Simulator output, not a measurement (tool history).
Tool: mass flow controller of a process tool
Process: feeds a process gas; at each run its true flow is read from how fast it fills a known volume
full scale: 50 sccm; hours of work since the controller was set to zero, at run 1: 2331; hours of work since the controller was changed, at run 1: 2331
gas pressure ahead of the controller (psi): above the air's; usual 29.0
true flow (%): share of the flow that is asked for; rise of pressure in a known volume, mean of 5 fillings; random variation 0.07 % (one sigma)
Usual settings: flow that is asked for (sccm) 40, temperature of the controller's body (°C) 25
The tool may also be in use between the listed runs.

run,hour,flow that is asked for (sccm),gas pressure ahead of the controller (psi),temperature of the controller's body (°C),hours of work since the controller was set to zero,hours of work since the controller was changed,true flow (%)
1,0.0,40,29.0,25,2331,2331,99.30
2,280.4,40,29.0,25,2502,2502,99.35
3,616.8,40,29.0,25,2707,2707,99.10
4,924.7,40,29.0,25,2894,2894,99.21
5,1239.5,40,29.0,25,3086,3086,99.05
6,1808.6,40,29.0,25,3433,3433,99.08
7,2105.1,40,29.0,25,3614,3614,98.87
8,2554.8,40,29.0,25,3888,3888,98.95
9,2960.4,20,29.0,25,4135,4135,97.55
10,3303.4,20,29.0,25,4344,4344,97.51
11,3856.2,10,35.4,24,4681,4681,96.56
12,4248.6,10,35.4,24,4920,4920,96.59
13,4814.2,7,26.0,35,5265,5265,96.11
14,5221.7,7,26.0,35,5513,5513,96.06
# hour 5414.0: controller's zero set anew
15,5632.6,46,26.0,30,133,5763,98.60
16,5923.2,37,26.0,30,310,5941,97.89
17,6218.5,29,39.0,25,490,6121,97.13

Hidden state at the last listed run before each entry between runs and at the first one after, where it differs:
Between runs 14 and 15: controller's zero set anew (hour 5414.0)
  flow at rest that the sensor doesn't see, % of full scale: 0.003 -> 0; drift of the gauge itself on true_pct, %: -0.96 -> -1.03
  measured less the result without the state, true flow (%): -0.91 -> -1.03
